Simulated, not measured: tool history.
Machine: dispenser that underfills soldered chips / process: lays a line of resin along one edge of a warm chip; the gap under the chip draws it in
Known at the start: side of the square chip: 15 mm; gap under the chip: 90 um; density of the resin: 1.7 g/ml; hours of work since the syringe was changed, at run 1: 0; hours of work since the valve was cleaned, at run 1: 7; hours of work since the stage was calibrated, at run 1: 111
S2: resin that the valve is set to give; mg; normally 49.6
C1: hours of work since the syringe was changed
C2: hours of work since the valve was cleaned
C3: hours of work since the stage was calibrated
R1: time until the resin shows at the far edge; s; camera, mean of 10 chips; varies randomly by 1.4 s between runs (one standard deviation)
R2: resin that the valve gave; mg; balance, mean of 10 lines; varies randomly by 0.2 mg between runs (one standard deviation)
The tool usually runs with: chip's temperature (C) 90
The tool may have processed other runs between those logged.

run 1 hour=0.0 | chip's_temperature_(C)=90 S2=49.6 | C1=0 C2=7 C3=111 | R1=136.6 R2=49.41
run 2 hour=4.0 | chip's_temperature_(C)=90 S2=49.6 | C1=3 C2=10 C3=114 | R1=174.0 R2=49.95
run 3 hour=7.9 | chip's_temperature_(C)=77 S2=49.6 | C1=6 C2=13 C3=117 | R1=335.8 R2=49.28
-- hour=13.0 new syringe of resin
run 4 hour=15.9 | chip's_temperature_(C)=77 S2=49.6 | C1=2 C2=18 C3=123 | R1=252.6 R2=49.06
run 5 hour=20.1 | chip's_temperature_(C)=77 S2=49.6 | C1=5 C2=22 C3=126 | R1=326.7 R2=49.12
-- hour=25.8 new syringe of resin
run 6 hour=27.8 | chip's_temperature_(C)=90 S2=50.7 | C1=1 C2=27 C3=131 | R1=153.1 R2=50.34
run 7 hour=32.1 | chip's_temperature_(C)=90 S2=50.7 | C1=5 C2=30 C3=135 | R1=200.4 R2=49.82
-- hour=38.6 new syringe of resin
run 8 hour=38.6 | chip's_temperature_(C)=77 S2=49.6 | C1=0 C2=35 C3=139 | R1=213.0 R2=49.03
run 9 hour=41.9 | chip's_temperature_(C)=77 S2=48.5 | C1=2 C2=38 C3=142 | R1=258.9 R2=47.62
run 10 hour=45.4 | chip's_temperature_(C)=77 S2=48.5 | C1=5 C2=40 C3=145 | R1=322.5 R2=47.82
run 11 hour=50.3 | chip's_temperature_(C)=87 S2=49.6 | C1=9 C2=44 C3=148 | R1=311.5 R2=49.14
-- hour=51.4 new syringe of resin
run 12 hour=54.7 | chip's_temperature_(C)=87 S2=49.6 | C1=2 C2=47 C3=151 | R1=186.2 R2=48.65
run 13 hour=59.9 | chip's_temperature_(C)=90 S2=49.6 | C1=6 C2=51 C3=155 | R1=229.0 R2=48.22
-- hour=63.9 new syringe of resin
run 14 hour=65.3 | chip's_temperature_(C)=103 S2=49.6 | C1=1 C2=55 C3=159 | R1=103.1 R2=48.89
run 15 hour=70.4 | chip's_temperature_(C)=103 S2=49.6 | C1=5 C2=59 C3=163 | R1=141.8 R2=48.30
-- hour=76.7 new syringe of resin
run 16 hour=78.1 | chip's_temperature_(C)=103 S2=51.0 | C1=1 C2=64 C3=169 | R1=100.2 R2=49.28
run 17 hour=83.1 | chip's_temperature_(C)=90 S2=45.4 | C1=5 C2=68 C3=172 | R1=206.4 R2=43.91
-- hour=89.2 new syringe of resin
run 18 hour=89.2 | chip's_temperature_(C)=90 S2=49.6 | C1=0 C2=72 C3=177 | R1=136.4 R2=47.99
run 19 hour=93.8 | chip's_temperature_(C)=76 S2=64.2 | C1=3 C2=76 C3=180 | R1=279.8 R2=62.14
run 20 hour=97.8 | chip's_temperature_(C)=93 S2=53.6 | C1=7 C2=79 C3=183 | R1=208.4 R2=51.56
-- hour=102.2 new syringe of resin
run 21 hour=103.5 | chip's_temperature_(C)=82 S2=45.4 | C1=1 C2=83 C3=187 | R1=201.8 R2=43.65
run 22 hour=108.7 | chip's_temperature_(C)=82 S2=45.4 | C1=5 C2=87 C3=191 | R1=272.4 R2=43.63
run 23 hour=113.6 | chip's_temperature_(C)=81 S2=45.4 | C1=9 C2=91 C3=195 | R1=386.3 R2=43.54
-- hour=115.0 new syringe of resin
run 24 hour=117.8 | chip's_temperature_(C)=81 S2=45.4 | C1=2 C2=93 C3=198 | R1=226.4 R2=43.87
run 25 hour=125.3 | chip's_temperature_(C)=103 S2=48.5 | C1=8 C2=99 C3=203 | R1=174.5 R2=46.27
-- hour=127.8 new syringe of resin
run 26 hour=132.3 | chip's_temperature_(C)=78 S2=58.0 | C1=3 C2=104 C3=209 | R1=269.6 R2=55.47
run 27 hour=138.8 | chip's_temperature_(C)=101 S2=53.9 | C1=8 C2=109 C3=213 | R1=196.5 R2=51.57
-- hour=140.6 new syringe of resin
run 28 hour=146.4 | chip's_temperature_(C)=79 S2=50.4 | C1=4 C2=115 C3=219 | R1=289.4 R2=47.74
run 29 hour=152.5 | chip's_temperature_(C)=79 S2=50.4 | C1=9 C2=119 C3=224 | R1=421.2 R2=47.75
-- hour=153.4 new syringe of resin
run 30 hour=158.5 | chip's_temperature_(C)=79 S2=50.4 | C1=4 C2=124 C3=228 | R1=267.9 R2=47.49
-- hour=166.0 new syringe of resin
run 31 hour=166.2 | chip's_temperature_(C)=79 S2=50.4 | C1=0 C2=129 C3=233 | R1=205.4 R2=47.45
-- hour=171.7 dispensing valve cleaned and set on the balance
run 32 hour=173.5 | chip's_temperature_(C)=83 S2=54.3 | C1=5 C2=1 C3=238 | R1=260.4 R2=54.27
-- hour=179.4 new syringe of resin
run 33 hour=180.2 | chip's_temperature_(C)=100 S2=60.9 | C1=1 C2=6 C3=243 | R1=105.4 R2=60.48
run 34 hour=184.0 | chip's_temperature_(C)=100 S2=60.9 | C1=3 C2=9 C3=246 | R1=133.2 R2=60.91
run 35 hour=188.4 | chip's_temperature_(C)=100 S2=60.9 | C1=7 C2=12 C3=249 | R1=173.5 R2=60.51
-- hour=192.1 new syringe of resin
run 36 hour=195.1 | chip's_temperature_(C)=76 S2=50.0 | C1=2 C2=17 C3=254 | R1=261.9 R2=49.79

For some of the steps in R1 from one run to the next: how much would appear even if the tool had no hidden state, given the settings, what came in and random variation, and how much remains for the hidden state plus any gauge scatter that the measured result and the result without hidden state don't share?
The tool's hidden condition here consists of: resin's viscosity, % of fresh resin's; dose that the valve gives, % of what is set; true chip temperature over the reading, C; drift of the gauge itself on fill_s, %; drift of the gauge itself on given_mg, %.
Run 2 -> 3: chip's temperature (C) 90 -> 77. R1 +161.8 s: hidden state +90.3, all else +71.5.
Run 5 -> 6: chip's temperature (C) 77 -> 90, S2 49.6 -> 50.7, new syringe of resin. R1 -173.6 s: hidden state -101.3, all else -72.3.
Run 23 -> 24: new syringe of resin. R1 -159.9 s: hidden state -162.0, all else +2.1.
Run 28 -> 29: no setting touched and nothing written in the log between the runs. R1 +131.8 s: hidden state +132.3, all else -0.5.
Run 29 -> 30: new syringe of resin. R1 -153.3 s: hidden state -147.0, all else -6.3.
